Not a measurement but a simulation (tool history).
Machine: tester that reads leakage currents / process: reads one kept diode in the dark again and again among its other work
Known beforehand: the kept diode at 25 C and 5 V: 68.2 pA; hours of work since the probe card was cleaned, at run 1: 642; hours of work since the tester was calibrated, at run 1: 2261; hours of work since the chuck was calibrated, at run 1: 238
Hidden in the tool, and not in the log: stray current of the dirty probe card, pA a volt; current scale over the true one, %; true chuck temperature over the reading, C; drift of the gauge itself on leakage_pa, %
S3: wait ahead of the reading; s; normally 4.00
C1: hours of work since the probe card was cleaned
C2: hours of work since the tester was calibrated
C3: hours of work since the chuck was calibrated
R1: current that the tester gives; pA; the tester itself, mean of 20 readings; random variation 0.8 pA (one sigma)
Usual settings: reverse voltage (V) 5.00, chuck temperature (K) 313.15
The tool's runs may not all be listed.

{"run": 1, "hour": 0.0, "reverse voltage (V)": 5.0, "chuck temperature (K)": 313.15, "S3": 4.0, "C1": 642, "C2": 2261, "C3": 238, "R1": 249.83}
{"run": 2, "hour": 61.0, "reverse voltage (V)": 5.0, "chuck temperature (K)": 306.15, "S3": 4.0, "C1": 680, "C2": 2299, "C3": 276, "R1": 133.0}
{"run": 3, "hour": 119.6, "reverse voltage (V)": 5.0, "chuck temperature (K)": 306.15, "S3": 4.0, "C1": 717, "C2": 2336, "C3": 313, "R1": 130.97}
{"run": 4, "hour": 225.1, "reverse voltage (V)": 5.0, "chuck temperature (K)": 306.15, "S3": 4.0, "C1": 782, "C2": 2402, "C3": 379, "R1": 128.68}
{"run": 5, "hour": 278.6, "reverse voltage (V)": 5.0, "chuck temperature (K)": 306.15, "S3": 4.0, "C1": 816, "C2": 2435, "C3": 412, "R1": 127.36}
{"run": 6, "hour": 382.7, "reverse voltage (V)": 5.0, "chuck temperature (K)": 306.15, "S3": 4.0, "C1": 881, "C2": 2500, "C3": 477, "R1": 124.71}
{"run": 7, "hour": 432.2, "reverse voltage (V)": 5.0, "chuck temperature (K)": 306.15, "S3": 4.0, "C1": 912, "C2": 2531, "C3": 508, "R1": 123.34}
{"run": 8, "hour": 519.0, "reverse voltage (V)": 5.0, "chuck temperature (K)": 306.15, "S3": 4.0, "C1": 966, "C2": 2585, "C3": 562, "R1": 120.54}
{"hour": 551.6, "done": "chuck's temperature calibrated"}
{"run": 9, "hour": 570.9, "reverse voltage (V)": 5.0, "chuck temperature (K)": 312.15, "S3": 4.0, "C1": 997, "C2": 2616, "C3": 12, "R1": 244.68}
{"run": 10, "hour": 623.3, "reverse voltage (V)": 5.0, "chuck temperature (K)": 312.15, "S3": 4.0, "C1": 1030, "C2": 2649, "C3": 45, "R1": 242.5}
{"run": 11, "hour": 670.3, "reverse voltage (V)": 5.0, "chuck temperature (K)": 312.15, "S3": 4.0, "C1": 1059, "C2": 2678, "C3": 74, "R1": 238.63}
{"run": 12, "hour": 767.7, "reverse voltage (V)": 5.0, "chuck temperature (K)": 312.15, "S3": 4.0, "C1": 1120, "C2": 2739, "C3": 135, "R1": 235.03}
{"run": 13, "hour": 845.2, "reverse voltage (V)": 5.0, "chuck temperature (K)": 312.15, "S3": 4.0, "C1": 1168, "C2": 2788, "C3": 183, "R1": 232.13}
{"run": 14, "hour": 924.2, "reverse voltage (V)": 5.0, "chuck temperature (K)": 312.15, "S3": 4.0, "C1": 1218, "C2": 2837, "C3": 233, "R1": 228.79}
{"run": 15, "hour": 978.9, "reverse voltage (V)": 5.0, "chuck temperature (K)": 313.15, "S3": 4.0, "C1": 1252, "C2": 2871, "C3": 267, "R1": 244.78}
{"run": 16, "hour": 1034.2, "reverse voltage (V)": 5.0, "chuck temperature (K)": 313.15, "S3": 4.0, "C1": 1286, "C2": 2906, "C3": 301, "R1": 242.4}
{"run": 17, "hour": 1106.1, "reverse voltage (V)": 5.59, "chuck temperature (K)": 313.15, "S3": 4.0, "C1": 1331, "C2": 2950, "C3": 346, "R1": 250.15}
{"run": 18, "hour": 1183.0, "reverse voltage (V)": 5.59, "chuck temperature (K)": 313.15, "S3": 4.0, "C1": 1379, "C2": 2998, "C3": 394, "R1": 245.47}
{"run": 19, "hour": 1257.5, "reverse voltage (V)": 1.32, "chuck temperature (K)": 313.15, "S3": 4.0, "C1": 1426, "C2": 3045, "C3": 441, "R1": 129.64}
{"run": 20, "hour": 1339.7, "reverse voltage (V)": 1.32, "chuck temperature (K)": 313.15, "S3": 4.0, "C1": 1477, "C2": 3096, "C3": 492, "R1": 127.23}
{"run": 21, "hour": 1414.7, "reverse voltage (V)": 1.32, "chuck temperature (K)": 313.15, "S3": 4.0, "C1": 1524, "C2": 3143, "C3": 539, "R1": 125.07}
{"hour": 1486.1, "done": "chuck's temperature calibrated"}
{"run": 22, "hour": 1522.7, "reverse voltage (V)": 1.99, "chuck temperature (K)": 313.15, "S3": 1.99, "C1": 1590, "C2": 3209, "C3": 23, "R1": 180.54}
{"run": 23, "hour": 1599.7, "reverse voltage (V)": 1.99, "chuck temperature (K)": 295.15, "S3": 1.99, "C1": 1638, "C2": 3257, "C3": 71, "R1": 35.25}
{"run": 24, "hour": 1670.5, "reverse voltage (V)": 1.56, "chuck temperature (K)": 302.15, "S3": 0.39, "C1": 1682, "C2": 3301, "C3": 115, "R1": 59.73}
{"run": 25, "hour": 1773.9, "reverse voltage (V)": 7.07, "chuck temperature (K)": 313.15, "S3": 0.39, "C1": 1747, "C2": 3366, "C3": 180, "R1": 299.56}
{"run": 26, "hour": 1871.1, "reverse voltage (V)": 6.29, "chuck temperature (K)": 319.15, "S3": 1.92, "C1": 1807, "C2": 3427, "C3": 240, "R1": 458.35}
{"run": 27, "hour": 1957.6, "reverse voltage (V)": 6.29, "chuck temperature (K)": 319.15, "S3": 1.92, "C1": 1861, "C2": 3481, "C3": 294, "R1": 450.9}
{"run": 28, "hour": 2056.2, "reverse voltage (V)": 17.34, "chuck temperature (K)": 313.15, "S3": 0.88, "C1": 1923, "C2": 3542, "C3": 356, "R1": 423.35}
{"hour": 2064.2, "done": "tester calibrated"}
{"run": 29, "hour": 2147.3, "reverse voltage (V)": 5.0, "chuck temperature (K)": 307.15, "S3": 0.7, "C1": 1978, "C2": 52, "C3": 411, "R1": 142.4}
{"run": 30, "hour": 2206.3, "reverse voltage (V)": 5.0, "chuck temperature (K)": 307.15, "S3": 0.7, "C1": 2015, "C2": 89, "C3": 448, "R1": 141.24}
{"run": 31, "hour": 2279.2, "reverse voltage (V)": 5.0, "chuck temperature (K)": 307.15, "S3": 0.7, "C1": 2061, "C2": 134, "C3": 494, "R1": 138.13}
{"run": 32, "hour": 2378.2, "reverse voltage (V)": 5.0, "chuck temperature (K)": 307.15, "S3": 0.7, "C1": 2123, "C2": 196, "C3": 556, "R1": 135.47}
{"hour": 2421.2, "done": "chuck's temperature calibrated"}
{"hour": 2428.9, "done": "tester calibrated, once more"}
{"run": 33, "hour": 2443.1, "reverse voltage (V)": 8.31, "chuck temperature (K)": 313.15, "S3": 0.39, "C1": 2161, "C2": 9, "C3": 12, "R1": 343.28}
{"run": 34, "hour": 2509.8, "reverse voltage (V)": 11.3, "chuck temperature (K)": 313.15, "S3": 0.88, "C1": 2202, "C2": 50, "C3": 54, "R1": 387.78}
{"run": 35, "hour": 2580.7, "reverse voltage (V)": 6.52, "chuck temperature (K)": 294.15, "S3": 0.71, "C1": 2247, "C2": 95, "C3": 98, "R1": 58.33}
{"run": 36, "hour": 2675.6, "reverse voltage (V)": 6.52, "chuck temperature (K)": 313.15, "S3": 0.71, "C1": 2306, "C2": 154, "C3": 158, "R1": 293.78}
{"run": 37, "hour": 2762.4, "reverse voltage (V)": 1.14, "chuck temperature (K)": 313.15, "S3": 4.0, "C1": 2360, "C2": 208, "C3": 212, "R1": 133.7}
{"run": 38, "hour": 2861.8, "reverse voltage (V)": 1.14, "chuck temperature (K)": 313.15, "S3": 4.0, "C1": 2422, "C2": 270, "C3": 274, "R1": 131.03}
{"run": 39, "hour": 2954.4, "reverse voltage (V)": 1.14, "chuck temperature (K)": 313.15, "S3": 4.0, "C1": 2480, "C2": 328, "C3": 332, "R1": 128.58}
{"run": 40, "hour": 3020.3, "reverse voltage (V)": 1.14, "chuck temperature (K)": 309.15, "S3": 2.07, "C1": 2521, "C2": 369, "C3": 373, "R1": 89.75}

Below are 3 alternative next runs, each starting from the tool's condition after run 40. Predict each:
{"run": "A", "hour": 3093.7, "reverse voltage (V)": 2.02, "chuck temperature (K)": 321.15, "S3": 3.69, "C1": 2567, "C2": 415, "C3": 419, "R1": "?"}
{"run": "B", "hour": 3093.7, "reverse voltage (V)": 1.14, "chuck temperature (K)": 298.15, "S3": 0.93, "C1": 2567, "C2": 415, "C3": 419, "R1": "?"}
{"run": "C", "hour": 3093.7, "reverse voltage (V)": 6.45, "chuck temperature (K)": 310.15, "S3": 4.0, "C1": 2567, "C2": 415, "C3": 419, "R1": "?"}

run=A R1=313.90
run=B R1=32.55
run=C R1=205.35
Stripped of hidden state, with their random variation kept, the same runs would have yielded:
run=A R1=354.70
run=B R1=36.37
run=C R1=228.02
